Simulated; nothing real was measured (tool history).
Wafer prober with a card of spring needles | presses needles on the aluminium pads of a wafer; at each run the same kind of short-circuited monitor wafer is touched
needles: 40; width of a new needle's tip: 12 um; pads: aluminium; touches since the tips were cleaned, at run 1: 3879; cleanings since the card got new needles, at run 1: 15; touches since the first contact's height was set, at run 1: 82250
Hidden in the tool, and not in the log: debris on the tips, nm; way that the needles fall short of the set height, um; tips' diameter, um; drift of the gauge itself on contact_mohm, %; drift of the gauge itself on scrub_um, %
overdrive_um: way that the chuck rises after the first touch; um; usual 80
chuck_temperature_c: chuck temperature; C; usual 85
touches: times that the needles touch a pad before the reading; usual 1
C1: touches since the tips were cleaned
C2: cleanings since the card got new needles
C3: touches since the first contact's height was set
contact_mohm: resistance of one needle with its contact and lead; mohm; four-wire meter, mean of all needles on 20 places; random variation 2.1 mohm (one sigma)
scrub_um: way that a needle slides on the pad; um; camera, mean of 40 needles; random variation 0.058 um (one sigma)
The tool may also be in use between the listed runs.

Run 1, hour 0: usual settings; C1 3879; C2 15; C3 82250. Result: contact_mohm 283 mohm, scrub_um 16.68 um.
At hour 2.2: tips cleaned on abrasive film.
At hour 9.6: tips cleaned on abrasive film.
Run 2, hour 13.8: usual settings but overdrive_um 62 um; C1 2922; C2 17; C3 91652. Result: contact_mohm 323 mohm, scrub_um 12.84 um.
At hour 16.4: tips cleaned on abrasive film.
At hour 23.7: tips cleaned on abrasive film.
Run 3, hour 23.8: usual settings but overdrive_um 62 um; C1 60; C2 19; C3 98423. Result: contact_mohm 243 mohm, scrub_um 12.67 um.
At hour 30.7: tips cleaned on abrasive film.
Run 4, hour 36.7: usual settings but overdrive_um 62 um; C1 4183; C2 20; C3 107340. Result: contact_mohm 343 mohm, scrub_um 12.75 um.
At hour 38: tips cleaned on abrasive film.
At hour 45.4: tips cleaned on abrasive film.
Run 5, hour 45.4: usual settings but overdrive_um 60 um; C1 6; C2 22; C3 113208. Result: contact_mohm 240 mohm, scrub_um 12.24 um.
At hour 52.8: tips cleaned on abrasive film.
At hour 60.5: tips cleaned on abrasive film.
Run 6, hour 60.7: usual settings but overdrive_um 60 um; C1 197; C2 24; C3 123681. Result: contact_mohm 254 mohm, scrub_um 12.31 um.
At hour 67.3: tips cleaned on abrasive film.
Run 7, hour 71.6: usual settings but overdrive_um 60 um; C1 2997; C2 25; C3 131129. Result: contact_mohm 333 mohm, scrub_um 12.17 um.
At hour 74.7: tips cleaned on abrasive film.
At hour 81.7: tips cleaned on abrasive film.
Run 8, hour 87.6: usual settings but overdrive_um 60 um; C1 4082; C2 27; C3 142092. Result: contact_mohm 348 mohm, scrub_um 12.21 um.
At hour 88.6: tips cleaned on abrasive film.
At hour 95.7: tips cleaned on abrasive film.
Run 9, hour 98.8: usual settings but overdrive_um 65 um; C1 2199; C2 29; C3 149709. Result: contact_mohm 303 mohm, scrub_um 13.02 um.
At hour 103.1: tips cleaned on abrasive film.
At hour 110: tips cleaned on abrasive film.
Run 10, hour 110: usual settings but overdrive_um 63 um; C1 0; C2 31; C3 157334. Result: contact_mohm 242 mohm, scrub_um 12.65 um.
At hour 117: tips cleaned on abrasive film.
Run 11, hour 120.4: usual settings but overdrive_um 63 um; C1 2325; C2 32; C3 164411. Result: contact_mohm 324 mohm, scrub_um 12.63 um.
At hour 123.8: tips cleaned on abrasive film.
At hour 132: tips cleaned on abrasive film.
Run 12, hour 134: usual settings; C1 1385; C2 34; C3 173726. Result: contact_mohm 271 mohm, scrub_um 16.2 um.
At hour 139.6: tips cleaned on abrasive film.
Run 13, hour 146: usual settings; C1 4435; C2 35; C3 181972. Result: contact_mohm 303 mohm, scrub_um 16.2 um.
At hour 147.3: tips cleaned on abrasive film.
Run 14, hour 153.6: usual settings; C1 4380; C2 36; C3 187133. Result: contact_mohm 307 mohm, scrub_um 16.09 um.
At hour 154.4: tips cleaned on abrasive film.
At hour 162.7: tips cleaned on abrasive film.
Run 15, hour 167.2: usual settings; C1 3127; C2 38; C3 196409. Result: contact_mohm 291 mohm, scrub_um 16.21 um.
At hour 168.4: height of the first contact set anew.
At hour 170.4: tips cleaned on abrasive film.
Run 16, hour 175.8: usual settings; C1 3774; C2 39; C3 5108. Result: contact_mohm 307 mohm, scrub_um 15.56 um.
At hour 177.2: tips cleaned on abrasive film.
Run 17, hour 183: usual settings but overdrive_um 63 um; C1 4028; C2 40; C3 10017. Result: contact_mohm 371 mohm, scrub_um 11.9 um.
At hour 185.5: tips cleaned on abrasive film.
Run 18, hour 191.3: usual settings but overdrive_um 87 um, chuck_temperature_c 118 C; C1 4006; C2 41; C3 15689. Result: contact_mohm 307 mohm, scrub_um 16.96 um.
At hour 192.7: tips cleaned on abrasive film.
At hour 199.6: tips cleaned on abrasive film.
At hour 207: tips cleaned on abrasive film.
Run 19, hour 208.6: usual settings but overdrive_um 87 um, chuck_temperature_c 118 C; C1 1119; C2 44; C3 27473. Result: contact_mohm 268 mohm, scrub_um 16.94 um.
At hour 211.5: height of the first contact set anew, once more.
At hour 214.7: tips cleaned on abrasive film.
Run 20, hour 221: usual settings but overdrive_um 97 um, chuck_temperature_c 118 C, touches 2; C1 4389; C2 45; C3 6572. Result: contact_mohm 268 mohm, scrub_um 20.67 um.
At hour 222.2: tips cleaned on abrasive film.
At hour 229.3: tips cleaned on abrasive film.
Run 21, hour 233.3: usual settings but chuck_temperature_c 96 C; C1 2800; C2 47; C3 14936. Result: contact_mohm 291 mohm, scrub_um 16.87 um.
At hour 236.9: tips cleaned on abrasive film.
At hour 243.8: tips cleaned on abrasive film.
Run 22, hour 244.9: usual settings but overdrive_um 93 um, chuck_temperature_c 110 C; C1 705; C2 49; C3 22781. Result: contact_mohm 251 mohm, scrub_um 19.56 um.
At hour 251.4: tips cleaned on abrasive film.
At hour 259.2: tips cleaned on abrasive film.
Run 23, hour 260.9: usual settings but overdrive_um 93 um, chuck_temperature_c 110 C; C1 1229; C2 51; C3 33777. Result: contact_mohm 261 mohm, scrub_um 19.49 um.
At hour 266.6: tips cleaned on abrasive film.
Run 24, hour 270.1: usual settings but chuck_temperature_c 27 C; C1 2431; C2 52; C3 40025. Result: contact_mohm 276 mohm, scrub_um 16.84 um.
At hour 273.5: tips cleaned on abrasive film.
Run 25, hour 277.5: usual settings but chuck_temperature_c 27 C; C1 2784; C2 53; C3 45101. Result: contact_mohm 284 mohm, scrub_um 16.82 um.
At hour 280.5: tips cleaned on abrasive film.
Run 26, hour 285.1: usual settings but chuck_temperature_c 27 C; C1 3224; C2 54; C3 50330. Result: contact_mohm 286 mohm, scrub_um 16.77 um.
At hour 287.9: tips cleaned on abrasive film.
At hour 295.9: tips cleaned on abrasive film.
Run 27, hour 298.6: usual settings but chuck_temperature_c 61 C; C1 1890; C2 56; C3 59503. Result: contact_mohm 272 mohm, scrub_um 16.77 um.
At hour 302.7: tips cleaned on abrasive film.
Run 28, hour 308.1: usual settings but overdrive_um 78 um, chuck_temperature_c 38 C, touches 2; C1 3769; C2 57; C3 66040. Result: contact_mohm 267 mohm, scrub_um 16.41 um.
At hour 309.6: tips cleaned on abrasive film.
At hour 317.1: tips cleaned on abrasive film.
Run 29, hour 317.1: usual settings but chuck_temperature_c 38 C, touches 3; C1 0; C2 59; C3 72088. Result: contact_mohm 217 mohm, scrub_um 16.62 um.
At hour 324: tips cleaned on abrasive film.
Run 30, hour 328.5: usual settings but overdrive_um 68 um, chuck_temperature_c 84 C; C1 3114; C2 60; C3 79908. Result: contact_mohm 322 mohm, scrub_um 14.11 um.
At hour 330.9: tips cleaned on abrasive film.
At hour 337.8: tips cleaned on abrasive film.
Run 31, hour 343.6: usual settings but chuck_temperature_c 31 C; C1 4019; C2 62; C3 90278. Result: contact_mohm 310 mohm, scrub_um 16.59 um.

Forecast each of these 3 alternatives for the next run:
At hour 345.6: tips cleaned on abrasive film.
At hour 352.5: tips cleaned on abrasive film.
Run A, hour 357: usual settings but chuck_temperature_c 31 C, touches 3; C1 3098; C2 64; C3 99388. Result: contact_mohm ?, scrub_um ?.
At hour 345.6: tips cleaned on abrasive film.
At hour 352.5: tips cleaned on abrasive film.
Run B, hour 357: usual settings but overdrive_um 70 um, touches 2; C1 3098; C2 64; C3 99388. Result: contact_mohm ?, scrub_um ?.
At hour 345.6: tips cleaned on abrasive film.
At hour 352.5: tips cleaned on abrasive film.
Run C, hour 357: usual settings but overdrive_um 87 um, chuck_temperature_c 35 C, touches 3; C1 3098; C2 64; C3 99388. Result: contact_mohm ?, scrub_um ?.

run  contact_mohm  scrub_um
  A           239     16.56
  B           281     14.37
  C           236     18.17
Without the tool's hidden state the same runs would have given:
run  contact_mohm  scrub_um
  A           210     17.01
  B           226     14.81
  C           211     18.62
